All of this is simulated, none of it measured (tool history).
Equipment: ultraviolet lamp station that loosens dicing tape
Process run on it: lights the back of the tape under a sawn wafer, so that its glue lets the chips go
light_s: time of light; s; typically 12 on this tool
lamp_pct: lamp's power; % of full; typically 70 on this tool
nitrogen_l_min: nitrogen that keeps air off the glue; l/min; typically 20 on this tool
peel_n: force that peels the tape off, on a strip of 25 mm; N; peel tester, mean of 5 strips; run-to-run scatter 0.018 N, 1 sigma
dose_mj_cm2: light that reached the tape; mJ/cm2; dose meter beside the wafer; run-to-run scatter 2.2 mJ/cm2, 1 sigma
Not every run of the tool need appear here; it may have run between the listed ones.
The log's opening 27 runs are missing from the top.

run 28 day=16.900 | light_s=14 lamp_pct=90 nitrogen_l_min=6 | peel_n=1.685 dose_mj_cm2=210
run 29 day=17.417 | light_s=14 lamp_pct=90 nitrogen_l_min=6 | peel_n=1.738 dose_mj_cm2=213
run 30 day=17.938 | light_s=12 lamp_pct=85 nitrogen_l_min=26 | peel_n=0.961 dose_mj_cm2=170
run 31 day=18.554 | light_s=14 lamp_pct=85 nitrogen_l_min=21 | peel_n=0.888 dose_mj_cm2=197
run 32 day=19.312 | light_s=14 lamp_pct=85 nitrogen_l_min=21 | peel_n=0.868 dose_mj_cm2=193
run 33 day=19.908 | light_s=18 lamp_pct=73 nitrogen_l_min=6 | peel_n=1.680 dose_mj_cm2=211
-- day=20.183 window cleaned of glue's vapour
run 34 day=20.650 | light_s=20 lamp_pct=85 nitrogen_l_min=20 | peel_n=0.355 dose_mj_cm2=326
run 35 day=21.583 | light_s=12 lamp_pct=78 nitrogen_l_min=33 | peel_n=0.754 dose_mj_cm2=176
run 36 day=22.533 | light_s=12 lamp_pct=78 nitrogen_l_min=33 | peel_n=0.753 dose_mj_cm2=176
run 37 day=22.958 | light_s=12 lamp_pct=78 nitrogen_l_min=33 | peel_n=0.771 dose_mj_cm2=176
run 38 day=23.883 | light_s=12 lamp_pct=63 nitrogen_l_min=9 | peel_n=2.333 dose_mj_cm2=139
run 39 day=24.746 | light_s=19 lamp_pct=96 nitrogen_l_min=26 | peel_n=0.322 dose_mj_cm2=329
run 40 day=25.646 | light_s=8 lamp_pct=94 nitrogen_l_min=34 | peel_n=1.161 dose_mj_cm2=138
run 41 day=26.112 | light_s=17 lamp_pct=67 nitrogen_l_min=27 | peel_n=0.674 dose_mj_cm2=204
run 42 day=26.938 | light_s=12 lamp_pct=80 nitrogen_l_min=20 | peel_n=1.066 dose_mj_cm2=171
run 43 day=27.696 | light_s=12 lamp_pct=80 nitrogen_l_min=20 | peel_n=1.067 dose_mj_cm2=173

Branching from run 43: 3 alternative next runs. What would each branch give?
run A day=28.238 | light_s=6 lamp_pct=71 nitrogen_l_min=12 | peel_n=? dose_mj_cm2=?
run B day=28.238 | light_s=18 lamp_pct=90 nitrogen_l_min=20 | peel_n=? dose_mj_cm2=?
run C day=28.238 | light_s=16 lamp_pct=75 nitrogen_l_min=20 | peel_n=? dose_mj_cm2=?

run=A peel_n=3.396 dose_mj_cm2=74
run=B peel_n=0.467 dose_mj_cm2=287
run=C peel_n=0.775 dose_mj_cm2=215
Had the tool no hidden state, the same runs would have come out as:
run=A peel_n=2.762 dose_mj_cm2=98
run=B peel_n=0.317 dose_mj_cm2=377
run=C peel_n=0.479 dose_mj_cm2=282
